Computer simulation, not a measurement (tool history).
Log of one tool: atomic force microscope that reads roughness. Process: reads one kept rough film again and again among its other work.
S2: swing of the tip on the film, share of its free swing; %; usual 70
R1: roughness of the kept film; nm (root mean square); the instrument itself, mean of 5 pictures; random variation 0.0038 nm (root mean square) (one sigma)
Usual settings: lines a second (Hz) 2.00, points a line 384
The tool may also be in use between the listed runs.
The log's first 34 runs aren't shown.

Run 35, hour 223.5: usual settings but lines a second (Hz) 1.07, S2 66 %. Result: R1 2.360 nm (root mean square).
Run 36, hour 229.4: usual settings but points a line 292. Result: R1 2.210 nm (root mean square).
Run 37, hour 234.6: usual settings but lines a second (Hz) 0.73, S2 81 %, points a line 413. Result: R1 2.307 nm (root mean square).
Run 38, hour 241.2: usual settings but lines a second (Hz) 2.20, S2 67 %, points a line 580. Result: R1 2.234 nm (root mean square).
At hour 244.7: new tip fitted.
Run 39, hour 248.3: usual settings but lines a second (Hz) 0.84, S2 72 %, points a line 708. Result: R1 2.410 nm (root mean square).
Run 40, hour 252.6: usual settings but lines a second (Hz) 3.98, S2 82 %, points a line 708. Result: R1 1.753 nm (root mean square).
Run 41, hour 260.5: usual settings but lines a second (Hz) 0.88, S2 80 %, points a line 472. Result: R1 2.337 nm (root mean square).
Run 42, hour 265.9: usual settings but lines a second (Hz) 2.56, points a line 357. Result: R1 2.208 nm (root mean square).

4 ways to go on from here, each from the tool as it stands after run 42. What would each give?
Run A, hour 272.4: usual settings but lines a second (Hz) 3.74. Result: R1 ?.
Run B, hour 272.4: usual settings but lines a second (Hz) 0.75, points a line 316. Result: R1 ?.
Run C, hour 272.4: usual settings but lines a second (Hz) 2.56, S2 69 %, points a line 357. Result: R1 ?.
Run D, hour 272.4: usual settings but lines a second (Hz) 2.56, points a line 551. Result: R1 ?.

run     R1
  A  2.064
  B  2.437
  C  2.218
  D  2.203
Without the tool's hidden state the same runs would have given:
run     R1
  A  2.072
  B  2.447
  C  2.226
  D  2.211

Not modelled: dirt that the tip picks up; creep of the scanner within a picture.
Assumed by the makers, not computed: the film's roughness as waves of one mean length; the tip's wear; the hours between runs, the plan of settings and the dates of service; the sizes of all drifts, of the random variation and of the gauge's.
